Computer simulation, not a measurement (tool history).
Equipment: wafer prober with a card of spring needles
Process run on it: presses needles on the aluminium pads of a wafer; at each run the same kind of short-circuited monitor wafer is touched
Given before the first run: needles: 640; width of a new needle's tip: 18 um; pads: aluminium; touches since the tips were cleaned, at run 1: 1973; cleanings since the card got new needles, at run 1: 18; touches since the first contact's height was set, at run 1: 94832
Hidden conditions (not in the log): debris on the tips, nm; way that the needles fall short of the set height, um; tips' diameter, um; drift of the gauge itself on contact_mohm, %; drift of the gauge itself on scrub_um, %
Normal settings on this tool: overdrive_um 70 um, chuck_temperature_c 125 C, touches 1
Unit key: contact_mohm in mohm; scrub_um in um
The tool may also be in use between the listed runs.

| run | hour | overdrive_um | chuck_temperature_c | touches | touches since the tips were cleaned | cleanings since the card got new needles | touches since the first contact's height was set | contact_mohm | scrub_um |
|---|---|---|---|---|---|---|---|---|---|
| 1 | 0.0 | 70 | 125 | 1 | 1973 | 18 | 94832 | 274 | 14.94 |
| 2 | 8.5 | 77 | 125 | 1 | 4332 | 18 | 97191 | 278 | 16.49 |
|  | 9.6 | tips cleaned on abrasive film |
| 3 | 15.2 | 77 | 125 | 1 | 1554 | 19 | 99021 | 267 | 16.34 |
| 4 | 24.3 | 77 | 125 | 1 | 4085 | 19 | 101552 | 279 | 16.43 |
|  | 26.3 | tips cleaned on abrasive film |
| 5 | 30.1 | 77 | 125 | 1 | 1045 | 20 | 103121 | 268 | 16.44 |
| 6 | 38.6 | 53 | 125 | 1 | 3391 | 20 | 105467 | 305 | 11.19 |
| 7 | 42.6 | 70 | 125 | 1 | 4521 | 20 | 106597 | 292 | 14.86 |
|  | 43.1 | tips cleaned on abrasive film |
| 8 | 47.8 | 70 | 31 | 1 | 1284 | 21 | 107985 | 247 | 14.81 |
| 9 | 55.5 | 70 | 64 | 1 | 3426 | 21 | 110127 | 266 | 14.84 |
|  | 60.0 | tips cleaned on abrasive film |
| 10 | 62.7 | 65 | 125 | 1 | 728 | 22 | 112087 | 266 | 13.80 |
| 11 | 69.2 | 65 | 125 | 1 | 2530 | 22 | 113889 | 279 | 13.71 |
| 12 | 75.1 | 65 | 125 | 1 | 4187 | 22 | 115546 | 289 | 13.77 |
|  | 76.8 | tips cleaned on abrasive film |
| 13 | 80.7 | 65 | 125 | 1 | 1081 | 23 | 117059 | 268 | 13.77 |
| 14 | 89.5 | 65 | 125 | 3 | 3516 | 23 | 119494 | 265 | 13.81 |
|  | 93.6 | tips cleaned on abrasive film |
| 15 | 93.6 | 65 | 125 | 3 | 0 | 24 | 120604 | 251 | 13.78 |
| 16 | 98.7 | 70 | 125 | 1 | 1421 | 24 | 122025 | 266 | 14.79 |
| 17 | 103.9 | 70 | 125 | 1 | 2853 | 24 | 123457 | 279 | 14.71 |
|  | 110.4 | tips cleaned on abrasive film |
| 18 | 112.7 | 70 | 47 | 3 | 644 | 25 | 125874 | 237 | 14.83 |
| 19 | 117.0 | 70 | 47 | 3 | 1848 | 25 | 127078 | 243 | 14.78 |
| 20 | 124.9 | 73 | 51 | 1 | 4015 | 25 | 129245 | 268 | 15.42 |
|  | 127.1 | tips cleaned on abrasive film |
| 21 | 133.0 | 67 | 61 | 2 | 1639 | 26 | 131471 | 248 | 14.12 |
| 22 | 137.5 | 67 | 61 | 2 | 2893 | 26 | 132725 | 259 | 14.16 |
|  | 144.2 | tips cleaned on abrasive film |
| 23 | 145.0 | 70 | 108 | 2 | 219 | 27 | 134779 | 253 | 14.78 |
| 24 | 149.1 | 60 | 46 | 2 | 1340 | 27 | 135900 | 252 | 12.57 |
| 25 | 157.9 | 82 | 125 | 3 | 3786 | 27 | 138346 | 259 | 17.41 |
|  | 161.1 | tips cleaned on abrasive film |
| 26 | 164.3 | 82 | 125 | 3 | 886 | 28 | 140098 | 253 | 17.30 |
| 27 | 168.7 | 56 | 46 | 3 | 2110 | 28 | 141322 | 249 | 11.71 |
| 28 | 173.5 | 82 | 28 | 2 | 3445 | 28 | 142657 | 241 | 17.36 |
| 29 | 177.5 | 82 | 28 | 2 | 4535 | 28 | 143747 | 247 | 17.43 |
|  | 178.2 | tips cleaned on abrasive film |
| 30 | 182.3 | 82 | 28 | 2 | 1130 | 29 | 145045 | 235 | 17.31 |
| 31 | 188.4 | 84 | 125 | 1 | 2825 | 29 | 146740 | 266 | 17.74 |
|  | 195.3 | tips cleaned on abrasive film |
| 32 | 196.0 | 65 | 35 | 1 | 189 | 30 | 148818 | 235 | 13.69 |
| 33 | 199.7 | 65 | 117 | 1 | 1227 | 30 | 149856 | 266 | 13.60 |

Hidden state at the last listed run before each entry between runs and at the first one after, where it differs:
Runs 2 to 3: tips cleaned on abrasive film (hour 9.6)
  debris on the tips, nm: 60 -> 30.9; way that the needles fall short of the set height, um: 1.28 -> 1.37; tips' diameter, um: 18.45 -> 18.48
  measured minus no-state result, contact_mohm: +29 -> +16 mohm; scrub_um: -0.27 -> -0.29 um
Runs 4 to 5: tips cleaned on abrasive film (hour 26.3)
  debris on the tips, nm: 58.3 -> 22.5; way that the needles fall short of the set height, um: 1.37 -> 1.46; tips' diameter, um: 18.48 -> 18.51
  measured minus no-state result, contact_mohm: +28 -> +11 mohm; scrub_um: -0.30 -> -0.32 um
Runs 7 to 8: tips cleaned on abrasive film (hour 43.1)
  debris on the tips, nm: 61.3 -> 24.8; way that the needles fall short of the set height, um: 1.46 -> 1.52; tips' diameter, um: 18.51 -> 18.53
  measured minus no-state result, contact_mohm: +35 -> +17 mohm; scrub_um: -0.32 -> -0.33 um
Runs 9 to 10: tips cleaned on abrasive film (hour 60.0)
  debris on the tips, nm: 51 -> 18.9; way that the needles fall short of the set height, um: 1.52 -> 1.59; tips' diameter, um: 18.53 -> 18.56
  measured minus no-state result, contact_mohm: +32 -> +12 mohm; scrub_um: -0.33 -> -0.34 um
Runs 12 to 13: tips cleaned on abrasive film (hour 76.8)
  debris on the tips, nm: 57.6 -> 21.1; way that the needles fall short of the set height, um: 1.59 -> 1.64; tips' diameter, um: 18.56 -> 18.58
  measured minus no-state result, contact_mohm: +37 -> +14 mohm; scrub_um: -0.34 -> -0.35 um
Runs 14 to 15: tips cleaned on abrasive film (hour 93.6)
  debris on the tips, nm: 50.7 -> 4; way that the needles fall short of the set height, um: 1.64 -> 1.73; tips' diameter, um: 18.58 -> 18.61
  measured minus no-state result, contact_mohm: +12 -> +1 mohm; scrub_um: -0.36 -> -0.38 um
Runs 17 to 18: tips cleaned on abrasive film (hour 110.4)
  debris on the tips, nm: 44 -> 14.6; way that the needles fall short of the set height, um: 1.73 -> 1.82; tips' diameter, um: 18.61 -> 18.64
  measured minus no-state result, contact_mohm: +26 -> +4 mohm; scrub_um: -0.38 -> -0.39 um
Runs 20 to 21: tips cleaned on abrasive film (hour 127.1)
  debris on the tips, nm: 56.3 -> 30.2; way that the needles fall short of the set height, um: 1.82 -> 1.88; tips' diameter, um: 18.64 -> 18.66
  measured minus no-state result, contact_mohm: +34 -> +13 mohm; scrub_um: -0.39 -> -0.40 um
Runs 22 to 23: tips cleaned on abrasive film (hour 144.2)
  debris on the tips, nm: 45.9 -> 7.7; way that the needles fall short of the set height, um: 1.88 -> 1.94; tips' diameter, um: 18.66 -> 18.68
  measured minus no-state result, contact_mohm: +20 -> +3 mohm; scrub_um: -0.40 -> -0.42 um
Runs 25 to 26: tips cleaned on abrasive film (hour 161.1)
  debris on the tips, nm: 55.2 -> 21.6; way that the needles fall short of the set height, um: 1.94 -> 2.03; tips' diameter, um: 18.68 -> 18.71
  measured minus no-state result, contact_mohm: +9 -> +4 mohm; scrub_um: -0.42 -> -0.44 um
Runs 29 to 30: tips cleaned on abrasive film (hour 178.2)
  debris on the tips, nm: 61.2 -> 23.2; way that the needles fall short of the set height, um: 2.03 -> 2.09; tips' diameter, um: 18.71 -> 18.73
  measured minus no-state result, contact_mohm: +19 -> +7 mohm; scrub_um: -0.44 -> -0.46 um
Runs 31 to 32: tips cleaned on abrasive film (hour 195.3)
  debris on the tips, nm: 44.9 -> 6.1; way that the needles fall short of the set height, um: 2.09 -> 2.15; tips' diameter, um: 18.73 -> 18.75
  measured minus no-state result, contact_mohm: +19 -> +5 mohm; scrub_um: -0.45 -> -0.47 um

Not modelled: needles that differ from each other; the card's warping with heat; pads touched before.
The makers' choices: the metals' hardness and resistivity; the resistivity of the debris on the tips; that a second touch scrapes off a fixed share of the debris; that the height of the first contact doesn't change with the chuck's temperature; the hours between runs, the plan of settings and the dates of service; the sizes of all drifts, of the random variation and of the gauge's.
